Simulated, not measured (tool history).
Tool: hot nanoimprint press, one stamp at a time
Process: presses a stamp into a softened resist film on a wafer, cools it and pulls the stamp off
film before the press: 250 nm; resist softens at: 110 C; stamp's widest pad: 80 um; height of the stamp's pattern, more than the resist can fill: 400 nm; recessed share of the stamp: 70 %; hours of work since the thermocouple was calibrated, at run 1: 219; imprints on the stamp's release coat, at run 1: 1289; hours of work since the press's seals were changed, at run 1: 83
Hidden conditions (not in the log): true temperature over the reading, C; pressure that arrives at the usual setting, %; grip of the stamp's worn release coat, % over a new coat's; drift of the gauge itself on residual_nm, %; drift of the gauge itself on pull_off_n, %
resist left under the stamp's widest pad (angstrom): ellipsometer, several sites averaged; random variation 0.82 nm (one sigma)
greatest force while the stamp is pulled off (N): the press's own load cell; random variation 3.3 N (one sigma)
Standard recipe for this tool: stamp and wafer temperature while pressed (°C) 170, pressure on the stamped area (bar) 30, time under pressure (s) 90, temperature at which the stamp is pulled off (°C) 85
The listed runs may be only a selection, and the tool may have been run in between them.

| run | day | stamp and wafer temperature while pressed (°C) | pressure on the stamped area (bar) | time under pressure (s) | temperature at which the stamp is pulled off (°C) | hours of work since the thermocouple was calibrated | imprints on the stamp's release coat | hours of work since the press's seals were changed | resist left under the stamp's widest pad (angstrom) | greatest force while the stamp is pulled off (N) |
|---|---|---|---|---|---|---|---|---|---|---|
| 1 | 0 | 170 | 30 | 90 | 85 | 219 | 1289 | 83 | 1008 | 203 |
|  | 0.671 | stamp cleaned and given a new release coat |
| 2 | 1.404 | 170 | 30 | 90 | 85 | 231 | 59 | 95 | 1020 | 160 |
| 3 | 2.567 | 170 | 30 | 90 | 85 | 244 | 153 | 108 | 1010 | 161 |
| 4 | 3.75 | 170 | 30 | 90 | 85 | 257 | 249 | 121 | 987 | 168 |
| 5 | 4.883 | 170 | 30 | 90 | 85 | 269 | 340 | 133 | 993 | 172 |
| 6 | 5.608 | 162 | 30 | 90 | 85 | 277 | 398 | 141 | 1627 | 179 |
| 7 | 6.296 | 170 | 30 | 117 | 85 | 285 | 454 | 149 | 898 | 172 |
| 8 | 7.196 | 170 | 30 | 117 | 85 | 295 | 526 | 159 | 879 | 178 |
| 9 | 8.562 | 170 | 30 | 117 | 85 | 310 | 636 | 174 | 881 | 177 |
| 10 | 9.388 | 170 | 30 | 90 | 85 | 319 | 703 | 183 | 985 | 184 |
| 11 | 10.929 | 170 | 30 | 90 | 85 | 336 | 827 | 200 | 977 | 186 |
| 12 | 11.658 | 170 | 30 | 90 | 85 | 344 | 886 | 208 | 984 | 194 |
| 13 | 13.133 | 170 | 30 | 90 | 85 | 360 | 1005 | 224 | 959 | 192 |
|  | 13.388 | plate thermocouple calibrated |
| 14 | 14.254 | 170 | 30 | 90 | 85 | 10 | 1085 | 235 | 899 | 192 |
| 15 | 15.3 | 170 | 30 | 90 | 85 | 21 | 1169 | 246 | 917 | 195 |
| 16 | 16.075 | 170 | 30 | 90 | 85 | 29 | 1232 | 255 | 891 | 199 |
|  | 17.479 | stamp cleaned and given a new release coat |
| 17 | 17.558 | 170 | 22.5 | 52 | 85 | 43 | 6 | 268 | 1245 | 155 |
| 18 | 18.746 | 182 | 43.4 | 52 | 85 | 56 | 102 | 281 | 431 | 157 |
|  | 19.721 | plate thermocouple calibrated, once more |
| 19 | 20.05 | 182 | 19.1 | 52 | 91 | 4 | 197 | 294 | 766 | 159 |
| 20 | 21.146 | 180 | 30 | 135 | 85 | 16 | 285 | 306 | 456 | 163 |
| 21 | 21.883 | 172 | 22.5 | 144 | 85 | 24 | 344 | 314 | 889 | 171 |
| 22 | 22.892 | 181 | 30 | 90 | 78 | 35 | 426 | 325 | 523 | 180 |
| 23 | 23.521 | 181 | 30 | 90 | 78 | 42 | 476 | 332 | 524 | 180 |
| 24 | 25.042 | 180 | 30 | 173 | 78 | 58 | 599 | 349 | 409 | 192 |
| 25 | 26.067 | 180 | 30 | 173 | 71 | 69 | 682 | 360 | 396 | 202 |
| 26 | 27.067 | 169 | 30 | 106 | 75 | 80 | 762 | 371 | 1074 | 197 |
| 27 | 28.512 | 169 | 43.1 | 98 | 89 | 96 | 879 | 387 | 942 | 177 |
| 28 | 29.796 | 169 | 43.1 | 98 | 89 | 110 | 982 | 401 | 940 | 191 |
| 29 | 30.429 | 170 | 35.7 | 90 | 83 | 117 | 1033 | 408 | 975 | 194 |
| 30 | 31.533 | 170 | 18.2 | 115 | 83 | 129 | 1122 | 420 | 1176 | 204 |
| 31 | 32.858 | 180 | 18 | 76 | 86 | 144 | 1229 | 434 | 742 | 192 |

Consider 3 possible next runs. They are alternatives, not a sequence: every one starts from the tool as it was left by run 31. What does each give?
| A | 33.904 | 170 | 19.2 | 61 | 85 | 155 | 1313 | 446 | ? | ? |
| B | 33.904 | 168 | 18 | 179 | 86 | 155 | 1313 | 446 | ? | ? |
| C | 33.904 | 170 | 36.2 | 144 | 85 | 155 | 1313 | 446 | ? | ? |

| run | resist left under the stamp's widest pad (angstrom) | greatest force while the stamp is pulled off (N) |
|---|---|---|
| A | 1450 | 201 |
| B | 1148 | 201 |
| C | 804 | 204 |
What these runs would have given with no unlogged condition in the tool:
| run | resist left under the stamp's widest pad (angstrom) | greatest force while the stamp is pulled off (N) |
|---|---|---|
| A | 1487 | 157 |
| B | 1184 | 157 |
| C | 824 | 159 |
